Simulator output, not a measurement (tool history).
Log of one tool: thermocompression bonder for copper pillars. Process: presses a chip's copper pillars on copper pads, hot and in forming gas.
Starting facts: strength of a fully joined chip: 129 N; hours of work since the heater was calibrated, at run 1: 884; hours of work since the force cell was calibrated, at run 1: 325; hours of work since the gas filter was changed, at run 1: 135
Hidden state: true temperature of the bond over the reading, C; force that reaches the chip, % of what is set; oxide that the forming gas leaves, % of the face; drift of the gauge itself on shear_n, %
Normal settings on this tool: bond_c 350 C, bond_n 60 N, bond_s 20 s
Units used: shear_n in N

run	day	bond_c	bond_n	bond_s	hours of work since the heater was calibrated	hours of work since the force cell was calibrated	hours of work since the gas filter was changed	shear_n
1	0.000	350	60	20	884	325	135	53.4
2	0.283	346	60	20	888	329	139	51.7
3	0.675	346	60	20	894	335	145	51.1
4	1.112	350	60	20	900	341	151	52.6
5	1.412	350	60	20	904	345	155	51.4
6	1.788	350	60	20	910	351	160	53.2
7	2.300	350	60	20	917	358	168	52.0
8	2.617	350	60	20	922	363	172	53.1
9	3.192	350	60	56	930	371	180	73.9
10	3.508	358	60	20	934	375	185	56.3
11	4.167	358	60	20	944	385	194	54.7
12	4.783	369	60	20	952	394	203	62.3
13	5.429	369	60	20	962	403	212	60.3
14	5.829	369	60	20	967	408	218	61.8
15	6.267	372	58	13	974	415	224	53.6

What does the tool deliver on the next run?
16	6.583	372	58	13	978	419	229	?

{"run 16": {"shear_n": 52.7}}
On a tool with no hidden condition, and with the same random variation, this run would have come out at shear_n 54.3 N.

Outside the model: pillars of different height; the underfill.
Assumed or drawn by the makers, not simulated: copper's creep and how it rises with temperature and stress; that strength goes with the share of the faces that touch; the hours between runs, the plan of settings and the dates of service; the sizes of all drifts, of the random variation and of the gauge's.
